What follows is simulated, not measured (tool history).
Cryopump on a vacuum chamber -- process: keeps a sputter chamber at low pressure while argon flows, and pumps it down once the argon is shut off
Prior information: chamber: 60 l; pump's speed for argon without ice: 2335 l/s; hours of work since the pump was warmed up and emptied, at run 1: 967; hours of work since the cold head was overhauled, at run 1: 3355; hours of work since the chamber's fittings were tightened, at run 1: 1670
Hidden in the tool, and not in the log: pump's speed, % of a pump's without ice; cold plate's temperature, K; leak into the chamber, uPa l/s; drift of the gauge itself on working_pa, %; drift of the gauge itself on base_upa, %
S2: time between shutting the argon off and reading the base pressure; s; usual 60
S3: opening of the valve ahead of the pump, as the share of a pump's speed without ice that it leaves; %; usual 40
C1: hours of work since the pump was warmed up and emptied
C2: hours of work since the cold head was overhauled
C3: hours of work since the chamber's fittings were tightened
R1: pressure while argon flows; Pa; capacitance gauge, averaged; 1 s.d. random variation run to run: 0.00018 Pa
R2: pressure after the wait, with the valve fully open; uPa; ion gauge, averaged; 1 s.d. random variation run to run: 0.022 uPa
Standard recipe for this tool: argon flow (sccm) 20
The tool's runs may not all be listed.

Run 1, hour 0.0: usual settings; C1 967; C2 3355; C3 1670. Result: R1 0.0385 Pa, R2 1.34 uPa.
Run 2, hour 54.4: usual settings; C1 1011; C2 3400; C3 1714. Result: R1 0.0380 Pa, R2 1.35 uPa.
Run 3, hour 128.7: usual settings but argon flow (sccm) 14; C1 1072; C2 3460; C3 1775. Result: R1 0.0268 Pa, R2 1.37 uPa.
Run 4, hour 197.3: usual settings but argon flow (sccm) 24; C1 1128; C2 3516; C3 1831. Result: R1 0.0465 Pa, R2 1.36 uPa.
At hour 235.2: pump warmed up, emptied and cooled again.
Run 5, hour 251.9: usual settings but argon flow (sccm) 24; C1 14; C2 3557; C3 1871. Result: R1 0.0437 Pa, R2 1.30 uPa.
Run 6, hour 314.4: usual settings but S3 31 %; C1 65; C2 3608; C3 1922. Result: R1 0.0473 Pa, R2 1.28 uPa.
Run 7, hour 428.7: usual settings but S3 31 %; C1 158; C2 3701; C3 2015. Result: R1 0.0472 Pa, R2 1.34 uPa.
Run 8, hour 503.4: usual settings but S3 59 %; C1 219; C2 3762; C3 2076. Result: R1 0.0256 Pa, R2 1.39 uPa.
Run 9, hour 559.9: usual settings but S3 59 %; C1 265; C2 3808; C3 2122. Result: R1 0.0257 Pa, R2 1.38 uPa.
Run 10, hour 633.0: usual settings but S3 26 %; C1 324; C2 3868; C3 2182. Result: R1 0.0567 Pa, R2 1.45 uPa.
At hour 664.6: leaking fittings of the chamber tightened, without venting.
Run 11, hour 694.1: usual settings but argon flow (sccm) 14, S2 178 s, S3 28 %; C1 373; C2 3916; C3 24. Result: R1 0.0372 Pa, R2 0.34 uPa.
Run 12, hour 774.9: usual settings but argon flow (sccm) 14, S2 178 s, S3 28 %; C1 439; C2 3982; C3 90. Result: R1 0.0373 Pa, R2 0.41 uPa.

3 ways to go on from here, each from the tool as it stands after run 12. What would each give?
Run A, hour 873.2: usual settings but argon flow (sccm) 27, S2 59 s, S3 22 %; C1 519; C2 4062; C3 170. Result: R1 ?, R2 ?.
Run B, hour 873.2: usual settings but argon flow (sccm) 27, S2 85 s, S3 18 %; C1 519; C2 4062; C3 170. Result: R1 ?, R2 ?.
Run C, hour 873.2: usual settings but S3 27 %; C1 519; C2 4062; C3 170. Result: R1 ?, R2 ?.

run      R1    R2
  A  0.0908  0.74
  B  0.1105  0.57
  C  0.0555  0.73
With the hidden condition removed and each run's random variation left untouched, the same runs would have given:
run      R1    R2
  A  0.0888  0.65
  B  0.1086  0.48
  C  0.0540  0.64
